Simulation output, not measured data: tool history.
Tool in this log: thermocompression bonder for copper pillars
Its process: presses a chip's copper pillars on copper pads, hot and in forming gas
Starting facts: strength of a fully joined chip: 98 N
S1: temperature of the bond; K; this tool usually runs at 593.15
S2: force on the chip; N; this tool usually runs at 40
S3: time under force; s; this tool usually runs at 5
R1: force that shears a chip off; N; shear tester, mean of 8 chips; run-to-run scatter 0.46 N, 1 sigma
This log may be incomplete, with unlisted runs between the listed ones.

| run | hour | S1 | S2 | S3 | R1 |
|---|---|---|---|---|---|
| 1 | 0.0 | 593.15 | 40 | 5 | 31.9 |
| 2 | 8.6 | 593.15 | 40 | 5 | 32.7 |
| 3 | 20.8 | 593.15 | 40 | 5 | 32.8 |
| 4 | 28.4 | 593.15 | 40 | 5 | 32.3 |
| 5 | 40.7 | 593.15 | 40 | 5 | 32.4 |
| 6 | 52.9 | 593.15 | 40 | 5 | 32.3 |
| 7 | 64.4 | 593.15 | 40 | 5 | 32.9 |
| 8 | 70.7 | 593.15 | 40 | 5 | 32.6 |
| 9 | 85.9 | 593.15 | 40 | 5 | 32.4 |
| 10 | 98.3 | 593.15 | 40 | 5 | 31.5 |
| 11 | 112.1 | 593.15 | 40 | 5 | 32.2 |
| 12 | 125.3 | 593.15 | 40 | 5 | 32.0 |
| 13 | 132.4 | 593.15 | 40 | 5 | 31.1 |
| 14 | 145.6 | 602.15 | 40 | 5 | 35.7 |
| 15 | 151.9 | 602.15 | 40 | 5 | 35.5 |
| 16 | 158.2 | 602.15 | 40 | 5 | 36.6 |
| 17 | 173.1 | 602.15 | 40 | 5 | 36.2 |
| 18 | 186.3 | 593.15 | 40 | 5 | 32.1 |
| 19 | 196.2 | 593.15 | 40 | 5 | 31.3 |
| 20 | 203.8 | 593.15 | 37 | 5 | 29.8 |
| 21 | 216.7 | 593.15 | 37 | 5 | 30.4 |
| 22 | 224.5 | 593.15 | 37 | 5 | 29.8 |
| 23 | 231.1 | 593.15 | 37 | 5 | 30.2 |
| 24 | 245.7 | 569.15 | 57 | 8 | 33.5 |
| 25 | 260.1 | 569.15 | 57 | 8 | 32.4 |
| 26 | 270.3 | 567.15 | 47 | 12 | 34.1 |
| 27 | 279.4 | 567.15 | 47 | 4 | 21.6 |
| 28 | 290.1 | 567.15 | 47 | 4 | 21.0 |
| 29 | 298.0 | 584.15 | 41 | 3 | 22.4 |
| 30 | 312.7 | 607.15 | 48 | 5 | 41.0 |
| 31 | 320.1 | 590.15 | 25 | 6 | 24.4 |
| 32 | 331.4 | 590.15 | 59 | 6 | 40.0 |
| 33 | 343.1 | 570.15 | 44 | 10 | 31.5 |
| 34 | 351.2 | 586.15 | 39 | 10 | 35.7 |
| 35 | 366.3 | 621.15 | 41 | 10 | 55.5 |
| 36 | 377.4 | 566.15 | 40 | 5 | 21.1 |
|  | 381.8 | forming gas filter changed |
| 37 | 392.6 | 593.15 | 41 | 15 | 50.2 |
| 38 | 402.3 | 593.15 | 37 | 10 | 41.6 |
| 39 | 416.6 | 590.15 | 45 | 6 | 36.5 |
| 40 | 425.9 | 593.15 | 40 | 5 | 32.6 |
| 41 | 439.8 | 593.15 | 48 | 5 | 36.6 |

Pick out some run-to-run changes in R1. Of each, how much would a tool without hidden state show as well, from the settings, what came in and chance, and how much is left for the hidden state and any gauge scatter not in both results compared?
The tool's hidden condition here consists of: true temperature of the bond over the reading, C; force that reaches the chip, % of what is set; oxide that the forming gas leaves, % of the face; drift of the gauge itself on shear_n, %.
Run 29 -> 30: S1 584.15 -> 607.15, S2 41 -> 48, S3 3 -> 5. R1 +18.6 N: hidden state -2.5, all else +21.1.
Run 31 -> 32: S2 25 -> 59. R1 +15.6 N: hidden state -2.4, all else +18.0.
Run 34 -> 35: S1 586.15 -> 621.15, S2 39 -> 41. R1 +19.8 N: hidden state -1.8, all else +21.6.
Run 35 -> 36: S1 621.15 -> 566.15, S2 41 -> 40, S3 10 -> 5. R1 -34.4 N: hidden state +4.0, all else -38.4.
Run 36 -> 37: S1 566.15 -> 593.15, S2 40 -> 41, S3 5 -> 15, forming gas filter changed. R1 +29.1 N: hidden state -0.3, all else +29.4.
